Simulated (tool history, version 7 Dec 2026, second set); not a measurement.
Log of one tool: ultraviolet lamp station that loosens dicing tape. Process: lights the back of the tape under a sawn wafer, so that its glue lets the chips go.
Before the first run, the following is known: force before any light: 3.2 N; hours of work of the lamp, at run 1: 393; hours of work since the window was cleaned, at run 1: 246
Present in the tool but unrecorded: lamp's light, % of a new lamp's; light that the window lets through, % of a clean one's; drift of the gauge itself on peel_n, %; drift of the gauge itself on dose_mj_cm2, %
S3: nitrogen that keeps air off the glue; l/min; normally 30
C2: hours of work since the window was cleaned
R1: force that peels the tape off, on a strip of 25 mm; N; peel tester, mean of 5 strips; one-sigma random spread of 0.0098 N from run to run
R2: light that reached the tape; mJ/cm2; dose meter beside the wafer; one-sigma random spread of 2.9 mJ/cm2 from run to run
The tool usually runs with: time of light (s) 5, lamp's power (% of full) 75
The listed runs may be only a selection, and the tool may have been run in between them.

run 1 hour=0 | time_of_light_(s)=5 lamp's_power_(%_of_full)=75 S3=30 | hours_of_work_of_the_lamp=393 C2=246 | R1=0.447 R2=419
run 2 hour=59.7 | time_of_light_(s)=5 lamp's_power_(%_of_full)=75 S3=30 | hours_of_work_of_the_lamp=419 C2=272 | R1=0.411 R2=422
run 3 hour=107.6 | time_of_light_(s)=5 lamp's_power_(%_of_full)=75 S3=13 | hours_of_work_of_the_lamp=439 C2=293 | R1=0.705 R2=417
run 4 hour=150.5 | time_of_light_(s)=5 lamp's_power_(%_of_full)=75 S3=13 | hours_of_work_of_the_lamp=458 C2=311 | R1=0.74 R2=419
run 5 hour=186.5 | time_of_light_(s)=5 lamp's_power_(%_of_full)=75 S3=44 | hours_of_work_of_the_lamp=473 C2=326 | R1=0.322 R2=418
run 6 hour=272.8 | time_of_light_(s)=5 lamp's_power_(%_of_full)=75 S3=44 | hours_of_work_of_the_lamp=510 C2=364 | R1=0.353 R2=414
run 7 hour=320 | time_of_light_(s)=5 lamp's_power_(%_of_full)=75 S3=30 | hours_of_work_of_the_lamp=531 C2=384 | R1=0.435 R2=421
run 8 hour=383.3 | time_of_light_(s)=5 lamp's_power_(%_of_full)=75 S3=30 | hours_of_work_of_the_lamp=558 C2=411 | R1=0.405 R2=422
run 9 hour=467.7 | time_of_light_(s)=5 lamp's_power_(%_of_full)=75 S3=30 | hours_of_work_of_the_lamp=594 C2=448 | R1=0.428 R2=418
-- hour=553.2 window cleaned of glue's vapour
run 10 hour=553.6 | time_of_light_(s)=5 lamp's_power_(%_of_full)=75 S3=30 | hours_of_work_of_the_lamp=631 C2=0 | R1=0.425 R2=418
run 11 hour=609.4 | time_of_light_(s)=5 lamp's_power_(%_of_full)=75 S3=30 | hours_of_work_of_the_lamp=655 C2=24 | R1=0.436 R2=419
run 12 hour=675.2 | time_of_light_(s)=5 lamp's_power_(%_of_full)=75 S3=30 | hours_of_work_of_the_lamp=684 C2=53 | R1=0.407 R2=419
run 13 hour=731.9 | time_of_light_(s)=5 lamp's_power_(%_of_full)=75 S3=30 | hours_of_work_of_the_lamp=708 C2=77 | R1=0.443 R2=420
run 14 hour=779.4 | time_of_light_(s)=5 lamp's_power_(%_of_full)=75 S3=30 | hours_of_work_of_the_lamp=729 C2=98 | R1=0.433 R2=420
run 15 hour=824.7 | time_of_light_(s)=5 lamp's_power_(%_of_full)=75 S3=30 | hours_of_work_of_the_lamp=748 C2=117 | R1=0.43 R2=422
run 16 hour=912 | time_of_light_(s)=5 lamp's_power_(%_of_full)=75 S3=30 | hours_of_work_of_the_lamp=786 C2=155 | R1=0.411 R2=417
run 17 hour=999.5 | time_of_light_(s)=5 lamp's_power_(%_of_full)=75 S3=30 | hours_of_work_of_the_lamp=824 C2=192 | R1=0.41 R2=419
run 18 hour=1040.7 | time_of_light_(s)=5 lamp's_power_(%_of_full)=75 S3=30 | hours_of_work_of_the_lamp=841 C2=210 | R1=0.409 R2=415
run 19 hour=1092.6 | time_of_light_(s)=5 lamp's_power_(%_of_full)=75 S3=30 | hours_of_work_of_the_lamp=864 C2=233 | R1=0.407 R2=413
run 20 hour=1132.8 | time_of_light_(s)=5 lamp's_power_(%_of_full)=75 S3=30 | hours_of_work_of_the_lamp=881 C2=250 | R1=0.42 R2=417
run 21 hour=1193.5 | time_of_light_(s)=5 lamp's_power_(%_of_full)=75 S3=30 | hours_of_work_of_the_lamp=907 C2=276 | R1=0.405 R2=414
run 22 hour=1270.2 | time_of_light_(s)=5 lamp's_power_(%_of_full)=75 S3=30 | hours_of_work_of_the_lamp=940 C2=309 | R1=0.42 R2=416
run 23 hour=1316.3 | time_of_light_(s)=5 lamp's_power_(%_of_full)=75 S3=20 | hours_of_work_of_the_lamp=960 C2=329 | R1=0.556 R2=422
run 24 hour=1353.1 | time_of_light_(s)=4 lamp's_power_(%_of_full)=75 S3=30 | hours_of_work_of_the_lamp=976 C2=345 | R1=0.615 R2=339
run 25 hour=1419.7 | time_of_light_(s)=4 lamp's_power_(%_of_full)=75 S3=30 | hours_of_work_of_the_lamp=1005 C2=374 | R1=0.622 R2=336
run 26 hour=1481.2 | time_of_light_(s)=4 lamp's_power_(%_of_full)=75 S3=30 | hours_of_work_of_the_lamp=1031 C2=400 | R1=0.603 R2=340
run 27 hour=1527.5 | time_of_light_(s)=5 lamp's_power_(%_of_full)=74 S3=11 | hours_of_work_of_the_lamp=1051 C2=420 | R1=0.816 R2=411
run 28 hour=1591.2 | time_of_light_(s)=5 lamp's_power_(%_of_full)=75 S3=13 | hours_of_work_of_the_lamp=1079 C2=448 | R1=0.737 R2=421
run 29 hour=1635.7 | time_of_light_(s)=5 lamp's_power_(%_of_full)=62 S3=30 | hours_of_work_of_the_lamp=1098 C2=467 | R1=0.567 R2=345
-- hour=1675.4 window cleaned of glue's vapour
run 30 hour=1679 | time_of_light_(s)=5 lamp's_power_(%_of_full)=83 S3=30 | hours_of_work_of_the_lamp=1117 C2=2 | R1=0.375 R2=463
run 31 hour=1721.9 | time_of_light_(s)=7 lamp's_power_(%_of_full)=73 S3=20 | hours_of_work_of_the_lamp=1135 C2=20 | R1=0.326 R2=572
run 32 hour=1761.9 | time_of_light_(s)=5 lamp's_power_(%_of_full)=83 S3=26 | hours_of_work_of_the_lamp=1152 C2=37 | R1=0.391 R2=465
run 33 hour=1833.3 | time_of_light_(s)=5 lamp's_power_(%_of_full)=96 S3=47 | hours_of_work_of_the_lamp=1183 C2=68 | R1=0.221 R2=534
run 34 hour=1902.1 | time_of_light_(s)=9 lamp's_power_(%_of_full)=75 S3=34 | hours_of_work_of_the_lamp=1213 C2=98 | R1=0.158 R2=751
run 35 hour=1980.6 | time_of_light_(s)=7 lamp's_power_(%_of_full)=93 S3=30 | hours_of_work_of_the_lamp=1247 C2=132 | R1=0.176 R2=719
run 36 hour=2035.7 | time_of_light_(s)=7 lamp's_power_(%_of_full)=93 S3=30 | hours_of_work_of_the_lamp=1270 C2=155 | R1=0.175 R2=725
run 37 hour=2090.9 | time_of_light_(s)=7 lamp's_power_(%_of_full)=69 S3=30 | hours_of_work_of_the_lamp=1294 C2=179 | R1=0.276 R2=535
run 38 hour=2134.4 | time_of_light_(s)=7 lamp's_power_(%_of_full)=69 S3=30 | hours_of_work_of_the_lamp=1313 C2=198 | R1=0.272 R2=540
-- hour=2171.1 lamp changed
run 39 hour=2194.6 | time_of_light_(s)=4 lamp's_power_(%_of_full)=82 S3=16 | hours_of_work_of_the_lamp=10 C2=223 | R1=0.765 R2=369
run 40 hour=2279.6 | time_of_light_(s)=5 lamp's_power_(%_of_full)=78 S3=12 | hours_of_work_of_the_lamp=47 C2=260 | R1=0.75 R2=435
run 41 hour=2348.4 | time_of_light_(s)=7 lamp's_power_(%_of_full)=75 S3=19 | hours_of_work_of_the_lamp=76 C2=290 | R1=0.336 R2=586
run 42 hour=2398.1 | time_of_light_(s)=2 lamp's_power_(%_of_full)=75 S3=22 | hours_of_work_of_the_lamp=98 C2=311 | R1=1.419 R2=168
run 43 hour=2446.3 | time_of_light_(s)=2 lamp's_power_(%_of_full)=75 S3=22 | hours_of_work_of_the_lamp=119 C2=332 | R1=1.513 R2=166

Consider 3 possible next runs. They are alternatives, not a sequence: every one starts from the tool as it was left by run 43. What does each give?
run A hour=2483.8 | time_of_light_(s)=8 lamp's_power_(%_of_full)=75 S3=27 | hours_of_work_of_the_lamp=135 C2=348 | R1=? R2=?
run B hour=2483.8 | time_of_light_(s)=5 lamp's_power_(%_of_full)=86 S3=30 | hours_of_work_of_the_lamp=135 C2=348 | R1=? R2=?
run C hour=2483.8 | time_of_light_(s)=6 lamp's_power_(%_of_full)=83 S3=18 | hours_of_work_of_the_lamp=135 C2=348 | R1=? R2=?

run=A R1=0.2 R2=670
run=B R1=0.334 R2=484
run=C R1=0.374 R2=555
With the hidden condition removed and each run's random variation left untouched, the same runs would have given:
run=A R1=0.199 R2=671
run=B R1=0.333 R2=484
run=C R1=0.373 R2=556
